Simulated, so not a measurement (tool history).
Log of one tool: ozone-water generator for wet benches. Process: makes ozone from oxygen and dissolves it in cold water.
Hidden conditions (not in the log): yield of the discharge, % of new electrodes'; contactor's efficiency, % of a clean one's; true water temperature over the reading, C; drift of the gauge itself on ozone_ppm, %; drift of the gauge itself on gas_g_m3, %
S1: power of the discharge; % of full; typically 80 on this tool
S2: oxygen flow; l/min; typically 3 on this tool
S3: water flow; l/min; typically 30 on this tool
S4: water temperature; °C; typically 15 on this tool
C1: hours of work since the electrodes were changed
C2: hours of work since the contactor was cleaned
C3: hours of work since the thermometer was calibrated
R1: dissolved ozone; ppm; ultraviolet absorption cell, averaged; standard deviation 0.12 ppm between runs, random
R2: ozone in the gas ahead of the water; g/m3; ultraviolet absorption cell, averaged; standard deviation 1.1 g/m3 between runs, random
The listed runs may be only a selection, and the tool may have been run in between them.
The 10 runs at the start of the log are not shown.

run	hour	S1	S2	S3	S4	C1	C2	C3	R1	R2
11	352.8	90	3	30	15	921	3079	1281	10.1	198
12	375.2	90	3	30	9	936	3095	1296	10.7	200.1
13	394.1	80	3	30	15	950	3108	1309	9.6	186.9
14	413.1	80	3	30	15	963	3121	1323	9.8	187.1
15	449	80	3	30	23	988	3146	1347	9.2	187
16	474.2	80	3	30	23	1005	3164	1365	9	186.4
17	502.2	80	3	21	14	1025	3183	1385	14.5	187.5
18	533.1	80	3	21	14	1046	3205	1406	14.6	185.2
19	576.2	80	4.55	35	15	1076	3235	1436	8.6	147.5
20	593.9	80	4.55	35	15	1089	3247	1448	9	149.2
21	615.2	70	4.83	19	16	1103	3262	1463	15.7	134
22	657.4	58	4.61	21	15	1133	3291	1493	12.8	126.3
23	693	60	3.47	38	15	1158	3316	1517	6.3	148.8
24	713.5	68	3.87	19	19	1172	3330	1532	14.4	148.1
25	755.2	68	3.87	19	19	1201	3359	1561	14.4	149.7
26	794.9	59	3	19	17	1229	3387	1588	13.3	160.1
27	820	65	3	24	12	1246	3404	1606	11.5	165.8
28	848.3	80	5.16	32	15	1266	3424	1625	9.9	136.6
29	866.5	49	4.82	43	15	1278	3437	1638	5.3	112.3
30	887.6	66	3.1	46	12	1293	3451	1653	5.1	165.3
31	915.3	62	3.1	46	19	1312	3470	1672	4.8	160.1
32	942.8	62	3.1	46	19	1331	3490	1691	4.9	159.5

What if the next run were any one of these 4? Each begins from the tool's condition after run 32:
A	973.5	80	3	39	8	1353	3511	1712	?	?
B	973.5	80	2.7	24	11	1353	3511	1712	?	?
C	973.5	87	4.43	31	19	1353	3511	1712	?	?
D	973.5	44	3.1	46	9	1353	3511	1712	?	?

run	R1	R2
A	7.1	185.3
B	12.3	195.2
C	10.1	159.5
D	4.3	134
Take away the tool's hidden state, keep each run's random variation, and the runs would have read:
run	R1	R2
A	7.8	190.5
B	13.3	200.7
C	11	164.1
D	4.7	136.6

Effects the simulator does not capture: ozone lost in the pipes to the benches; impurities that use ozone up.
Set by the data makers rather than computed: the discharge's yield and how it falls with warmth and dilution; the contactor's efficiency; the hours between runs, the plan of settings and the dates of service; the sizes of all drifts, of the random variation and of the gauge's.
